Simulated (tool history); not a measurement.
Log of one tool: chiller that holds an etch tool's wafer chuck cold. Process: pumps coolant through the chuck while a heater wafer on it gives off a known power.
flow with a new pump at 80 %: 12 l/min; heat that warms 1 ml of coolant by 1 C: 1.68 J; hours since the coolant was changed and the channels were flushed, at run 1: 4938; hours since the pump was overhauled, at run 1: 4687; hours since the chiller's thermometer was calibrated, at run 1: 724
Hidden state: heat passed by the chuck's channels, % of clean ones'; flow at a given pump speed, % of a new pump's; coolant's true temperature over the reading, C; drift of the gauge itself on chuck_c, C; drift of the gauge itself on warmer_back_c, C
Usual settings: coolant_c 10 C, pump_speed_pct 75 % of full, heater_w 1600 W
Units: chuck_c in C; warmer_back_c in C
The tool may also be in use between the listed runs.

| run | hour | coolant_c | pump_speed_pct | heater_w | hours since the coolant was changed and the channels were flushed | hours since the pump was overhauled | hours since the chiller's thermometer was calibrated | chuck_c | warmer_back_c |
|---|---|---|---|---|---|---|---|---|---|
| 1 | 0 | 10 | 75 | 1600 | 4938 | 4687 | 724 | 24.6 | 5.58 |
| 2 | 161 | 10 | 75 | 1600 | 5099 | 4848 | 885 | 24.5 | 5.57 |
| 3 | 318.8 | 10 | 75 | 1600 | 5257 | 5006 | 1043 | 24.6 | 5.55 |
| 4 | 476.6 | 12 | 75 | 1600 | 5414 | 5163 | 1200 | 26.6 | 5.51 |
| 5 | 653 | 12 | 71 | 1600 | 5591 | 5340 | 1377 | 27.2 | 5.95 |
| 6 | 789.8 | 10 | 75 | 1600 | 5728 | 5477 | 1514 | 24.7 | 5.55 |
| 7 | 901.5 | 10 | 75 | 1600 | 5839 | 5588 | 1625 | 24.9 | 5.64 |
| 8 | 980.7 | 10 | 75 | 1600 | 5918 | 5668 | 1705 | 24.8 | 5.63 |
| 9 | 1079.2 | 10 | 75 | 1600 | 6017 | 5766 | 1803 | 24.8 | 5.57 |
| 10 | 1156 | 10 | 75 | 1600 | 6094 | 5843 | 1880 | 24.8 | 5.61 |
| 11 | 1312.5 | 10 | 75 | 1600 | 6250 | 5999 | 2036 | 25.1 | 5.62 |
| 12 | 1453 | 10 | 75 | 1600 | 6391 | 6140 | 2177 | 25 | 5.65 |
|  | 1626 | chiller's thermometer calibrated |
| 13 | 1637.2 | 10 | 75 | 1600 | 6574 | 6323 | 11 | 25.5 | 5.64 |
| 14 | 1825.4 | 6 | 75 | 1600 | 6762 | 6511 | 199 | 21.5 | 5.72 |
| 15 | 1982.6 | 6 | 75 | 1600 | 6919 | 6668 | 357 | 21.6 | 5.69 |
| 16 | 2146.4 | 10 | 75 | 1600 | 7083 | 6832 | 520 | 25.6 | 5.77 |
| 17 | 2245.3 | 3 | 64 | 1097 | 7182 | 6931 | 619 | 15.2 | 4.66 |
| 18 | 2348 | 10 | 90 | 1683 | 7285 | 7034 | 722 | 24.7 | 4.92 |
| 19 | 2496.6 | 10 | 90 | 1683 | 7433 | 7182 | 871 | 24.5 | 4.96 |
| 20 | 2636.3 | 12 | 64 | 1758 | 7573 | 7322 | 1010 | 31.8 | 7.55 |
| 21 | 2822.1 | 3 | 64 | 1641 | 7759 | 7508 | 1196 | 21.5 | 7.02 |
| 22 | 2925.1 | 3 | 87 | 946 | 7862 | 7611 | 1299 | 11.3 | 2.89 |
| 23 | 3055.5 | 3 | 87 | 946 | 7992 | 7741 | 1429 | 11.5 | 2.9 |
| 24 | 3205.2 | 3 | 73 | 1600 | 8142 | 7891 | 1579 | 19.7 | 6 |
| 25 | 3329.2 | 3 | 73 | 1600 | 8266 | 8015 | 1703 | 19.5 | 5.96 |
| 26 | 3477.3 | 10 | 71 | 1600 | 8414 | 8163 | 1851 | 27.1 | 6.17 |
| 27 | 3559.5 | 10 | 71 | 1600 | 8496 | 8245 | 1933 | 27.3 | 6.21 |
| 28 | 3638 | 4 | 66 | 859 | 8575 | 8324 | 2012 | 13.7 | 3.65 |
| 29 | 3773.1 | 4 | 66 | 859 | 8710 | 8459 | 2147 | 13.8 | 3.6 |
| 30 | 3889.2 | 9 | 76 | 1600 | 8826 | 8575 | 2263 | 25.6 | 5.73 |
|  | 3978.3 | chiller's thermometer calibrated |
| 31 | 3982.4 | 10 | 86 | 1600 | 8918 | 8667 | 4 | 25.3 | 5.05 |

The same runs without the tool's hidden state, with the same run-to-run variation:
| run | chuck_c | warmer_back_c |
|---|---|---|
| 1 | 22.5 | 5.18 |
| 2 | 22.3 | 5.14 |
| 3 | 22.3 | 5.12 |
| 4 | 24.3 | 5.06 |
| 5 | 24.7 | 5.46 |
| 6 | 22.3 | 5.08 |
| 7 | 22.4 | 5.15 |
| 8 | 22.3 | 5.13 |
| 9 | 22.2 | 5.07 |
| 10 | 22.2 | 5.1 |
| 11 | 22.4 | 5.09 |
| 12 | 22.3 | 5.11 |
| 13 | 22.3 | 5.08 |
| 14 | 18.3 | 5.15 |
| 15 | 18.2 | 5.1 |
| 16 | 22.2 | 5.17 |
| 17 | 12.5 | 4.16 |
| 18 | 21.4 | 4.38 |
| 19 | 21.2 | 4.41 |
| 20 | 27.3 | 6.7 |
| 21 | 17.2 | 6.21 |
| 22 | 9.3 | 2.54 |
| 23 | 9.5 | 2.55 |
| 24 | 15.7 | 5.27 |
| 25 | 15.4 | 5.22 |
| 26 | 22.8 | 5.4 |
| 27 | 23 | 5.43 |
| 28 | 11.4 | 3.19 |
| 29 | 11.4 | 3.13 |
| 30 | 21.3 | 4.97 |
| 31 | 21 | 4.38 |
